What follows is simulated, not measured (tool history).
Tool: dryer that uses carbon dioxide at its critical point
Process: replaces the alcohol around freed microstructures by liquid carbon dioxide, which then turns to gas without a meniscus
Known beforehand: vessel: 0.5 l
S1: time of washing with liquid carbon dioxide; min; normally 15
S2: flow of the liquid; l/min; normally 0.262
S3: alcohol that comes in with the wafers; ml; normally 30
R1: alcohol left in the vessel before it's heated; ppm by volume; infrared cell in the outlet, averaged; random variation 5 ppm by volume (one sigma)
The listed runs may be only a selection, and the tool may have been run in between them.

{"run": 1, "hour": 0.0, "S1": 15, "S2": 0.262, "S3": 30, "R1": 232}
{"run": 2, "hour": 33.9, "S1": 15, "S2": 0.262, "S3": 30, "R1": 249}
{"run": 3, "hour": 71.2, "S1": 15, "S2": 0.262, "S3": 30, "R1": 259}
{"hour": 86.1, "done": "inlet filter changed"}
{"run": 4, "hour": 104.9, "S1": 15, "S2": 0.262, "S3": 30, "R1": 218}
{"run": 5, "hour": 153.6, "S1": 12, "S2": 0.262, "S3": 30, "R1": 351}
{"run": 6, "hour": 189.0, "S1": 15, "S2": 0.262, "S3": 30, "R1": 251}
{"run": 7, "hour": 211.8, "S1": 15, "S2": 0.262, "S3": 30, "R1": 249}
{"run": 8, "hour": 239.8, "S1": 10, "S2": 0.262, "S3": 30, "R1": 675}
{"run": 9, "hour": 275.7, "S1": 18, "S2": 0.417, "S3": 26, "R1": 220}
{"run": 10, "hour": 302.3, "S1": 14, "S2": 0.274, "S3": 28, "R1": 270}
{"run": 11, "hour": 344.4, "S1": 18, "S2": 0.348, "S3": 24, "R1": 230}
{"run": 12, "hour": 385.1, "S1": 18, "S2": 0.348, "S3": 24, "R1": 231}

Predict each of these 4 candidate next runs independently; none follows another, all start after run 12:
{"hour": 393.6, "done": "inlet filter changed"}
{"run": "A", "hour": 416.5, "S1": 13, "S2": 0.253, "S3": 103, "R1": "?"}
{"hour": 393.6, "done": "inlet filter changed"}
{"run": "B", "hour": 416.5, "S1": 18, "S2": 0.262, "S3": 30, "R1": "?"}
{"hour": 393.6, "done": "inlet filter changed"}
{"run": "C", "hour": 416.5, "S1": 18, "S2": 0.374, "S3": 24, "R1": "?"}
{"hour": 393.6, "done": "inlet filter changed"}
{"run": "D", "hour": 416.5, "S1": 15, "S2": 0.262, "S3": 100, "R1": "?"}

run=A R1=571
run=B R1=248
run=C R1=228
run=D R1=315
Without the tool's unlogged condition, the same runs would have read:
run=A R1=303
run=B R1=16
run=C R1=1
run=D R1=79
